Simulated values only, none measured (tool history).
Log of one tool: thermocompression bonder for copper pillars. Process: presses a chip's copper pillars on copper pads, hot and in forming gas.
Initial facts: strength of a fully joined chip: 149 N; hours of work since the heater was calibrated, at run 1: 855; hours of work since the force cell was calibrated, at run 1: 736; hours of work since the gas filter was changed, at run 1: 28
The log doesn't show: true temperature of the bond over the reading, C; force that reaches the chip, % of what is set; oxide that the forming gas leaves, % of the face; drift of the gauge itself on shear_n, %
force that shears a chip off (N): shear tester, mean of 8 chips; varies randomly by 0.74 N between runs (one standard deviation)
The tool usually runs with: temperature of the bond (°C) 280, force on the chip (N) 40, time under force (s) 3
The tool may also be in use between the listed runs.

run,hour,temperature of the bond (°C),force on the chip (N),time under force (s),hours of work since the heater was calibrated,hours of work since the force cell was calibrated,hours of work since the gas filter was changed,force that shears a chip off (N)
1,0.0,280,40,3,855,736,28,74.5
2,30.1,280,40,3,873,754,46,73.9
3,46.1,280,40,3,882,764,56,75.2
4,63.8,280,40,3,893,774,67,73.6
5,84.5,280,40,3,905,787,79,73.2
6,104.4,280,40,3,917,799,91,72.0
7,128.9,280,48,6,932,813,106,103.7
# hour 134.5: heater calibrated with a thermocouple chip
8,165.7,280,48,6,19,834,127,98.0
9,181.8,280,48,6,28,844,136,98.0
10,203.0,280,48,6,41,857,149,96.4
# hour 232.5: heater calibrated with a thermocouple chip, once more
11,239.0,280,48,6,4,877,170,104.7

Consider 3 possible next runs. They are alternatives, not a sequence: every one starts from the tool as it was left by run 11. What does each give?
A,262.5,268,48,2,18,891,184,?
B,262.5,256,40,3,18,891,184,?
C,262.5,280,40,5,18,891,184,?

run,force that shears a chip off (N)
A,69.0
B,61.4
C,89.0
Without the tool's hidden state the same runs would have given:
run,force that shears a chip off (N)
A,77.3
B,69.1
C,98.6
